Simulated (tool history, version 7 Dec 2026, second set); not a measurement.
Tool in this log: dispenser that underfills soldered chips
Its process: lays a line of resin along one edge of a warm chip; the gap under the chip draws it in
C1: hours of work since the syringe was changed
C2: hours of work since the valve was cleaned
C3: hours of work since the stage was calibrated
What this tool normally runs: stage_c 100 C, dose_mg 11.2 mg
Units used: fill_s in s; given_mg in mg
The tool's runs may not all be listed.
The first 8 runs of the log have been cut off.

-- hour=100.7 new syringe of resin
run 9 hour=103.4 | stage_c=104 dose_mg=11.2 | C1=2 C2=60 C3=74 | fill_s=64.5 given_mg=10.58
run 10 hour=112.2 | stage_c=100 dose_mg=11.2 | C1=7 C2=65 C3=80 | fill_s=91.5 given_mg=10.55
-- hour=113.8 new syringe of resin
-- hour=125.9 new syringe of resin
run 11 hour=126.1 | stage_c=100 dose_mg=11.2 | C1=0 C2=73 C3=88 | fill_s=71.4 given_mg=10.53
-- hour=138.7 new syringe of resin
run 12 hour=142.5 | stage_c=100 dose_mg=11.8 | C1=2 C2=83 C3=98 | fill_s=78.6 given_mg=10.96
-- hour=151.2 new syringe of resin
run 13 hour=154.8 | stage_c=100 dose_mg=11.8 | C1=2 C2=90 C3=105 | fill_s=75.0 given_mg=10.89
run 14 hour=162.5 | stage_c=109 dose_mg=11.8 | C1=7 C2=95 C3=110 | fill_s=62.5 given_mg=10.90
-- hour=163.9 new syringe of resin
run 15 hour=171.7 | stage_c=109 dose_mg=11.8 | C1=5 C2=101 C3=115 | fill_s=57.5 given_mg=10.76
-- hour=177.1 new syringe of resin
-- hour=184.6 dispensing valve cleaned and set on the balance
run 16 hour=188.8 | stage_c=113 dose_mg=11.2 | C1=7 C2=3 C3=125 | fill_s=51.8 given_mg=11.00
-- hour=190.5 new syringe of resin
-- hour=203.3 new syringe of resin
run 17 hour=204.3 | stage_c=113 dose_mg=11.2 | C1=1 C2=12 C3=134 | fill_s=42.0 given_mg=10.95
run 18 hour=214.0 | stage_c=104 dose_mg=14.4 | C1=7 C2=18 C3=140 | fill_s=71.6 given_mg=14.31
-- hour=215.6 new syringe of resin
run 19 hour=226.1 | stage_c=89 dose_mg=14.4 | C1=6 C2=25 C3=147 | fill_s=136.3 given_mg=14.06
-- hour=228.9 new syringe of resin
run 20 hour=239.1 | stage_c=110 dose_mg=13.9 | C1=6 C2=32 C3=155 | fill_s=56.6 given_mg=13.51
-- hour=241.8 new syringe of resin
-- hour=254.5 new syringe of resin
run 21 hour=255.2 | stage_c=100 dose_mg=11.2 | C1=0 C2=42 C3=164 | fill_s=71.0 given_mg=10.73
run 22 hour=265.7 | stage_c=107 dose_mg=12.9 | C1=7 C2=48 C3=170 | fill_s=66.0 given_mg=12.49
-- hour=266.7 new syringe of resin
run 23 hour=276.9 | stage_c=90 dose_mg=14.0 | C1=6 C2=55 C3=177 | fill_s=131.8 given_mg=13.40
-- hour=279.1 new syringe of resin
run 24 hour=288.7 | stage_c=104 dose_mg=11.6 | C1=6 C2=62 C3=184 | fill_s=72.2 given_mg=10.99
-- hour=292.2 new syringe of resin
run 25 hour=301.0 | stage_c=100 dose_mg=10.3 | C1=5 C2=69 C3=191 | fill_s=83.4 given_mg=9.62
-- hour=304.4 new syringe of resin
run 26 hour=310.5 | stage_c=103 dose_mg=13.4 | C1=4 C2=75 C3=197 | fill_s=66.4 given_mg=12.52
-- hour=317.1 new syringe of resin
run 27 hour=324.1 | stage_c=106 dose_mg=12.8 | C1=4 C2=83 C3=205 | fill_s=62.8 given_mg=11.92
-- hour=329.6 new syringe of resin
run 28 hour=332.7 | stage_c=94 dose_mg=13.6 | C1=2 C2=88 C3=210 | fill_s=94.0 given_mg=12.64
-- hour=343.2 new syringe of resin
run 29 hour=348.0 | stage_c=94 dose_mg=13.6 | C1=3 C2=97 C3=219 | fill_s=95.1 given_mg=12.42
-- hour=356.3 new syringe of resin
run 30 hour=358.7 | stage_c=100 dose_mg=10.5 | C1=1 C2=104 C3=226 | fill_s=74.2 given_mg=9.51
-- hour=366.2 dispensing valve cleaned and set on the balance
-- hour=369.9 new syringe of resin
run 31 hour=369.9 | stage_c=112 dose_mg=14.4 | C1=0 C2=2 C3=232 | fill_s=40.4 given_mg=14.49
run 32 hour=379.9 | stage_c=112 dose_mg=14.4 | C1=6 C2=8 C3=238 | fill_s=50.3 given_mg=14.32
-- hour=382.5 new syringe of resin
run 33 hour=393.2 | stage_c=87 dose_mg=10.6 | C1=6 C2=16 C3=246 | fill_s=148.5 given_mg=10.46

What if the next run were any one of these 3? Each begins from the tool's condition after run 33:
-- hour=394.7 new syringe of resin
run A hour=402.7 | stage_c=96 dose_mg=10.3 | C1=5 C2=22 C3=251 | fill_s=? given_mg=?
-- hour=394.7 new syringe of resin
run B hour=402.7 | stage_c=105 dose_mg=12.8 | C1=5 C2=22 C3=251 | fill_s=? given_mg=?
-- hour=394.7 new syringe of resin
run C hour=402.7 | stage_c=101 dose_mg=10.4 | C1=5 C2=22 C3=251 | fill_s=? given_mg=?

run=A fill_s=98.6 given_mg=10.03
run=B fill_s=64.6 given_mg=12.53
run=C fill_s=79.9 given_mg=10.02
Without the tool's hidden state the same runs would have given:
run=A fill_s=88.0 given_mg=10.25
run=B fill_s=57.7 given_mg=12.79
run=C fill_s=71.2 given_mg=10.24
